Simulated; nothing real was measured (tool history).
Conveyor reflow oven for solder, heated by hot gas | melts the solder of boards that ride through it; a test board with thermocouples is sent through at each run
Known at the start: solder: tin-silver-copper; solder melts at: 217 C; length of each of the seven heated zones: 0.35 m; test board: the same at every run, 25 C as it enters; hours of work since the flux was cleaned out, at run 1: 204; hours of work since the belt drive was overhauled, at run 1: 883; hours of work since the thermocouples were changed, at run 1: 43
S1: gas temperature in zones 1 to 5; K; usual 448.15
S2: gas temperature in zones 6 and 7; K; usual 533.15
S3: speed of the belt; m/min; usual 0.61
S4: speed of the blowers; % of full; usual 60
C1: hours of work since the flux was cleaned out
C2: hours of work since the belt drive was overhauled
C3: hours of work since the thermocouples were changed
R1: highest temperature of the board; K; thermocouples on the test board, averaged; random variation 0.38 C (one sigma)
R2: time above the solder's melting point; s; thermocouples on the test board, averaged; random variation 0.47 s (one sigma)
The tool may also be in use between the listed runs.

{"run": 1, "hour": 0.0, "S1": 448.15, "S2": 533.15, "S3": 0.61, "S4": 60, "C1": 204, "C2": 883, "C3": 43, "R1": 513.25, "R2": 41.4}
{"run": 2, "hour": 72.0, "S1": 448.15, "S2": 533.15, "S3": 0.61, "S4": 60, "C1": 250, "C2": 930, "C3": 89, "R1": 513.45, "R2": 41.3}
{"run": 3, "hour": 113.3, "S1": 448.15, "S2": 533.15, "S3": 0.61, "S4": 60, "C1": 277, "C2": 956, "C3": 116, "R1": 512.85, "R2": 40.5}
{"run": 4, "hour": 153.3, "S1": 448.15, "S2": 533.15, "S3": 0.61, "S4": 60, "C1": 302, "C2": 982, "C3": 141, "R1": 513.35, "R2": 41}
{"run": 5, "hour": 226.9, "S1": 448.15, "S2": 533.15, "S3": 0.61, "S4": 60, "C1": 350, "C2": 1029, "C3": 188, "R1": 512.55, "R2": 40.6}
{"hour": 316.8, "done": "flux residue cleaned out of gas plates and filters"}
{"run": 6, "hour": 321.8, "S1": 448.15, "S2": 533.15, "S3": 0.61, "S4": 60, "C1": 3, "C2": 1087, "C3": 246, "R1": 514.95, "R2": 44.3}
{"run": 7, "hour": 376.3, "S1": 448.15, "S2": 533.15, "S3": 0.61, "S4": 60, "C1": 38, "C2": 1122, "C3": 281, "R1": 515.15, "R2": 43.3}
{"run": 8, "hour": 436.0, "S1": 448.15, "S2": 533.15, "S3": 0.61, "S4": 51, "C1": 77, "C2": 1160, "C3": 320, "R1": 512.25, "R2": 40.7}
{"run": 9, "hour": 518.6, "S1": 448.15, "S2": 533.15, "S3": 0.61, "S4": 51, "C1": 130, "C2": 1213, "C3": 372, "R1": 512.85, "R2": 39.9}
{"run": 10, "hour": 598.9, "S1": 448.15, "S2": 533.15, "S3": 0.61, "S4": 51, "C1": 181, "C2": 1265, "C3": 424, "R1": 512.75, "R2": 39.4}
{"run": 11, "hour": 685.4, "S1": 448.15, "S2": 533.15, "S3": 0.61, "S4": 51, "C1": 237, "C2": 1320, "C3": 480, "R1": 511.85, "R2": 39.5}
{"run": 12, "hour": 743.4, "S1": 448.15, "S2": 533.15, "S3": 0.61, "S4": 51, "C1": 274, "C2": 1357, "C3": 517, "R1": 512.35, "R2": 39.6}
{"hour": 789.7, "done": "belt drive overhauled, speed set with a stopwatch"}
{"run": 13, "hour": 803.0, "S1": 448.15, "S2": 533.15, "S3": 0.61, "S4": 51, "C1": 309, "C2": 9, "C3": 552, "R1": 511.05, "R2": 37.4}
{"hour": 847.0, "done": "thermocouples of zones 6 and 7 changed"}
{"run": 14, "hour": 861.1, "S1": 448.15, "S2": 533.15, "S3": 0.61, "S4": 51, "C1": 345, "C2": 45, "C3": 9, "R1": 510.45, "R2": 36.6}
{"run": 15, "hour": 904.5, "S1": 448.15, "S2": 533.15, "S3": 0.61, "S4": 60, "C1": 373, "C2": 72, "C3": 37, "R1": 512.05, "R2": 39.8}
{"hour": 955.2, "done": "flux residue cleaned out of gas plates and filters"}
{"run": 16, "hour": 962.2, "S1": 448.15, "S2": 545.15, "S3": 0.616, "S4": 60, "C1": 5, "C2": 106, "C3": 71, "R1": 523.95, "R2": 49.7}
{"run": 17, "hour": 999.1, "S1": 444.15, "S2": 526.15, "S3": 0.616, "S4": 90, "C1": 28, "C2": 130, "C3": 94, "R1": 512.05, "R2": 40.2}
{"run": 18, "hour": 1054.6, "S1": 444.15, "S2": 526.15, "S3": 0.642, "S4": 90, "C1": 64, "C2": 166, "C3": 130, "R1": 510.85, "R2": 36.5}
{"run": 19, "hour": 1140.2, "S1": 444.15, "S2": 526.15, "S3": 0.642, "S4": 90, "C1": 119, "C2": 220, "C3": 185, "R1": 510.65, "R2": 36}
{"run": 20, "hour": 1219.4, "S1": 444.15, "S2": 526.15, "S3": 0.642, "S4": 90, "C1": 170, "C2": 271, "C3": 236, "R1": 510.55, "R2": 34.5}
{"run": 21, "hour": 1263.1, "S1": 462.15, "S2": 546.15, "S3": 0.61, "S4": 67, "C1": 198, "C2": 299, "C3": 264, "R1": 529.45, "R2": 57.2}
{"run": 22, "hour": 1352.3, "S1": 462.15, "S2": 546.15, "S3": 0.61, "S4": 67, "C1": 255, "C2": 357, "C3": 321, "R1": 529.35, "R2": 58.1}
{"run": 23, "hour": 1440.7, "S1": 438.15, "S2": 533.15, "S3": 0.61, "S4": 84, "C1": 312, "C2": 413, "C3": 378, "R1": 514.45, "R2": 39.2}
{"run": 24, "hour": 1523.5, "S1": 438.15, "S2": 535.15, "S3": 0.546, "S4": 74, "C1": 365, "C2": 466, "C3": 431, "R1": 518.25, "R2": 48.8}
{"hour": 1591.8, "done": "flux residue cleaned out of gas plates and filters"}
{"run": 25, "hour": 1609.4, "S1": 461.15, "S2": 524.15, "S3": 0.653, "S4": 59, "C1": 11, "C2": 518, "C3": 483, "R1": 508.85, "R2": 37.9}
{"run": 26, "hour": 1647.9, "S1": 459.15, "S2": 528.15, "S3": 0.61, "S4": 60, "C1": 36, "C2": 543, "C3": 508, "R1": 513.35, "R2": 45.9}
{"run": 27, "hour": 1691.8, "S1": 459.15, "S2": 528.15, "S3": 0.61, "S4": 60, "C1": 64, "C2": 571, "C3": 536, "R1": 513.75, "R2": 44.6}
{"run": 28, "hour": 1755.0, "S1": 441.15, "S2": 522.15, "S3": 0.565, "S4": 67, "C1": 105, "C2": 612, "C3": 576, "R1": 507.95, "R2": 37.3}
{"hour": 1762.2, "done": "thermocouples of zones 6 and 7 changed"}
{"run": 29, "hour": 1794.1, "S1": 448.15, "S2": 527.15, "S3": 0.61, "S4": 53, "C1": 129, "C2": 636, "C3": 20, "R1": 508.05, "R2": 35.5}
{"run": 30, "hour": 1853.4, "S1": 448.15, "S2": 527.15, "S3": 0.61, "S4": 53, "C1": 167, "C2": 674, "C3": 59, "R1": 507.15, "R2": 33.7}

The same runs without the tool's hidden state, with the same run-to-run variation:
The hidden state here: heat that the gas passes to the board, % of a clean oven's; belt's true speed, % of the reading; true gas temperature in zones 6 and 7 over the reading, C; drift of the gauge itself on peak_c, C; drift of the gauge itself on liquid_s, %.
run=1 R1=514.35 R2=42.5
run=2 R1=514.85 R2=42.8
run=3 R1=514.55 R2=42.3
run=4 R1=515.15 R2=42.9
run=5 R1=514.55 R2=42.9
run=6 R1=514.45 R2=43.4
run=7 R1=514.85 R2=42.6
run=8 R1=512.15 R2=40.2
run=9 R1=513.05 R2=39.8
run=10 R1=513.15 R2=39.7
run=11 R1=512.65 R2=40.2
run=12 R1=513.25 R2=40.6
run=13 R1=512.75 R2=40
run=14 R1=512.75 R2=39.9
run=15 R1=514.65 R2=43.2
run=16 R1=523.75 R2=49.6
run=17 R1=512.05 R2=40.2
run=18 R1=511.05 R2=36.9
run=19 R1=511.15 R2=36.9
run=20 R1=511.45 R2=35.8
run=21 R1=530.35 R2=57.9
run=22 R1=530.65 R2=59
run=23 R1=516.45 R2=41.7
run=24 R1=520.25 R2=51.3
run=25 R1=508.15 R2=37
run=26 R1=512.75 R2=45.2
run=27 R1=513.25 R2=44
run=28 R1=507.75 R2=37.1
run=29 R1=508.85 R2=36.5
run=30 R1=508.15 R2=35.1
